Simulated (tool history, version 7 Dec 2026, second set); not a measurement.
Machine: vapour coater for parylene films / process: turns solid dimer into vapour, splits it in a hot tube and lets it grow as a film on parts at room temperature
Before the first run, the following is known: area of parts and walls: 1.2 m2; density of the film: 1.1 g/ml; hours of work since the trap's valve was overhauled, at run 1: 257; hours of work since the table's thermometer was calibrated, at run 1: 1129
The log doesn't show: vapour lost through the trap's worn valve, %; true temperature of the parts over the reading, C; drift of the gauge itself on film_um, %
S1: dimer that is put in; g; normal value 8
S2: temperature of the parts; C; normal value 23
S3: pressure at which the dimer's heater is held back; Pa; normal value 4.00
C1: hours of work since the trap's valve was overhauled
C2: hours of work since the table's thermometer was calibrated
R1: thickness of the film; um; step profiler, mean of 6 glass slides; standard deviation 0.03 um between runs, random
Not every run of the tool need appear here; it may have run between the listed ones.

{"run": 1, "hour": 0.0, "S1": 8, "S2": 23, "S3": 4.0, "C1": 257, "C2": 1129, "R1": 3.15}
{"run": 2, "hour": 36.6, "S1": 8, "S2": 23, "S3": 4.0, "C1": 284, "C2": 1156, "R1": 3.18}
{"run": 3, "hour": 64.5, "S1": 8, "S2": 23, "S3": 4.0, "C1": 305, "C2": 1176, "R1": 3.14}
{"run": 4, "hour": 112.1, "S1": 8, "S2": 23, "S3": 4.0, "C1": 339, "C2": 1211, "R1": 3.14}
{"run": 5, "hour": 148.2, "S1": 8, "S2": 23, "S3": 4.0, "C1": 366, "C2": 1237, "R1": 3.08}
{"run": 6, "hour": 191.2, "S1": 8, "S2": 23, "S3": 4.0, "C1": 397, "C2": 1269, "R1": 3.1}
{"hour": 236.9, "done": "trap's valve overhauled"}
{"run": 7, "hour": 238.8, "S1": 8, "S2": 23, "S3": 4.0, "C1": 1, "C2": 1301, "R1": 3.36}
{"run": 8, "hour": 271.5, "S1": 8, "S2": 23, "S3": 4.0, "C1": 25, "C2": 1324, "R1": 3.32}
{"run": 9, "hour": 317.1, "S1": 6, "S2": 16, "S3": 2.03, "C1": 59, "C2": 1358, "R1": 3.73}
{"run": 10, "hour": 360.2, "S1": 6, "S2": 16, "S3": 2.03, "C1": 90, "C2": 1389, "R1": 3.75}
{"run": 11, "hour": 384.3, "S1": 6, "S2": 19, "S3": 6.87, "C1": 108, "C2": 1407, "R1": 2.73}
{"run": 12, "hour": 415.2, "S1": 6, "S2": 19, "S3": 6.87, "C1": 130, "C2": 1429, "R1": 2.75}
{"run": 13, "hour": 441.6, "S1": 6, "S2": 19, "S3": 6.87, "C1": 149, "C2": 1449, "R1": 2.73}
{"run": 14, "hour": 463.7, "S1": 7, "S2": 19, "S3": 6.86, "C1": 166, "C2": 1465, "R1": 3.13}
{"run": 15, "hour": 486.9, "S1": 10, "S2": 22, "S3": 11.07, "C1": 182, "C2": 1482, "R1": 3.75}
{"run": 16, "hour": 509.5, "S1": 8, "S2": 23, "S3": 3.44, "C1": 199, "C2": 1498, "R1": 3.2}

Take each entry between the runs: how does the hidden state at the last listed run before it differ from the hidden state at the first listed run after it?
Between runs 6 and 7: trap's valve overhauled (hour 236.9)
  vapour lost through the trap's worn valve, %: 6.8 -> 0.1; true temperature of the parts over the reading, C: 0.97 -> 0.99
  the result without the hidden state subtracted from the measured one, R1: -0.38 -> -0.17 um
